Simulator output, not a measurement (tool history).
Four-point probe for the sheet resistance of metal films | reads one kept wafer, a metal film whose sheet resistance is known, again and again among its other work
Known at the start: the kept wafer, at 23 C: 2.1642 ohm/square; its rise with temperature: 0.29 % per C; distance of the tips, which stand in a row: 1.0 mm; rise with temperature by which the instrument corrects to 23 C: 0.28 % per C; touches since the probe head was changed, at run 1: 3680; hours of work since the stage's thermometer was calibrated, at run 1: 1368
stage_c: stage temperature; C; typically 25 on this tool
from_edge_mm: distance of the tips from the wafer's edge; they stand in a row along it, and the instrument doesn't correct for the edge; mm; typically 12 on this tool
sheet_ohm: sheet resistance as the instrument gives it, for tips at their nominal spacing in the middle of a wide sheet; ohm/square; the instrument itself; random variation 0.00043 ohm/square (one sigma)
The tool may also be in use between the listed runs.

| run | hour | stage_c | from_edge_mm | touches since the probe head was changed | hours of work since the stage's thermometer was calibrated | sheet_ohm |
|---|---|---|---|---|---|---|
| 1 | 0 | 25 | 12 | 3680 | 1368 | 2.172884 |
| 2 | 10.6 | 25 | 12 | 3900 | 1373 | 2.172197 |
| 3 | 22.6 | 25 | 12 | 4148 | 1378 | 2.173367 |
| 4 | 36.9 | 21 | 12 | 4445 | 1385 | 2.172052 |
| 5 | 45.3 | 25 | 41 | 4619 | 1389 | 2.165877 |
| 6 | 62.1 | 25 | 12 | 4968 | 1397 | 2.173417 |
| 7 | 72.4 | 32 | 12 | 5183 | 1401 | 2.175013 |
| 8 | 87.4 | 32 | 12 | 5493 | 1408 | 2.175043 |
| 9 | 98.9 | 32 | 12 | 5731 | 1414 | 2.17475 |
| 10 | 111.3 | 32 | 10 | 5989 | 1419 | 2.177841 |
| 11 | 122 | 32 | 10 | 6211 | 1424 | 2.178449 |
| 12 | 133.9 | 25 | 12 | 6458 | 1430 | 2.172393 |
| 13 | 149.3 | 25 | 15 | 6777 | 1437 | 2.170164 |
| 14 | 163.5 | 25 | 15 | 7072 | 1444 | 2.169427 |
| 15 | 172.7 | 25 | 15 | 7265 | 1448 | 2.170476 |
|  | 174.4 | stage's thermometer calibrated |
| 16 | 181.8 | 25 | 15 | 7441 | 3 | 2.170678 |
| 17 | 189.6 | 25 | 12 | 7604 | 7 | 2.174143 |
| 18 | 201.7 | 25 | 4 | 7855 | 13 | 2.236459 |
| 19 | 208.8 | 25 | 4 | 8002 | 16 | 2.236842 |
| 20 | 223.6 | 25 | 4 | 8309 | 23 | 2.235945 |
| 21 | 232.6 | 25 | 4 | 8497 | 27 | 2.236039 |
| 22 | 244 | 24 | 14 | 8732 | 32 | 2.171864 |
| 23 | 254.2 | 24 | 14 | 8945 | 37 | 2.171051 |
|  | 255.4 | stage's thermometer calibrated, once more |
| 24 | 263 | 24 | 14 | 9117 | 3 | 2.167072 |
| 25 | 277.1 | 24 | 14 | 9409 | 10 | 2.166958 |
| 26 | 289.9 | 24 | 14 | 9676 | 16 | 2.167424 |
| 27 | 300.7 | 24 | 14 | 9899 | 21 | 2.166995 |
| 28 | 310.1 | 24 | 14 | 10094 | 25 | 2.166486 |
| 29 | 322.6 | 24 | 14 | 10354 | 31 | 2.167092 |
| 30 | 339.9 | 24 | 15 | 10712 | 39 | 2.16609 |
| 31 | 354.7 | 23 | 37 | 11021 | 46 | 2.161772 |
| 32 | 369.7 | 27 | 12 | 11331 | 53 | 2.169806 |
| 33 | 377.2 | 31 | 16 | 11488 | 56 | 2.166723 |
| 34 | 392.1 | 31 | 17 | 11795 | 63 | 2.167141 |
| 35 | 406 | 22 | 50 | 12084 | 70 | 2.159784 |
| 36 | 422.6 | 28 | 44 | 12429 | 77 | 2.161997 |
| 37 | 431.4 | 26 | 3 | 12611 | 81 | 2.283073 |
| 38 | 447 | 25 | 48 | 12936 | 88 | 2.162105 |
| 39 | 464 | 25 | 48 | 13289 | 96 | 2.161449 |

What differs in the tool's unlogged condition from the final listed run ahead of each entry between runs to the first listed run following it?
In the gap between runs 15 and 16: stage's thermometer calibrated (hour 174.4)
  inner tips' distance over the nominal, %: -0.127 -> -0.128; wafer's true temperature over the reading, C: 0.45 -> 0.6
  measured less the result without the state, sheet_ohm: -0.000131 -> +0.000803 ohm/square
In the gap between runs 23 and 24: stage's thermometer calibrated, once more (hour 255.4)
  inner tips' distance over the nominal, %: -0.136 -> -0.137; wafer's true temperature over the reading, C: 0.61 -> -0.05
  measured less the result without the state, sheet_ohm: +0.000697 -> -0.003501 ohm/square

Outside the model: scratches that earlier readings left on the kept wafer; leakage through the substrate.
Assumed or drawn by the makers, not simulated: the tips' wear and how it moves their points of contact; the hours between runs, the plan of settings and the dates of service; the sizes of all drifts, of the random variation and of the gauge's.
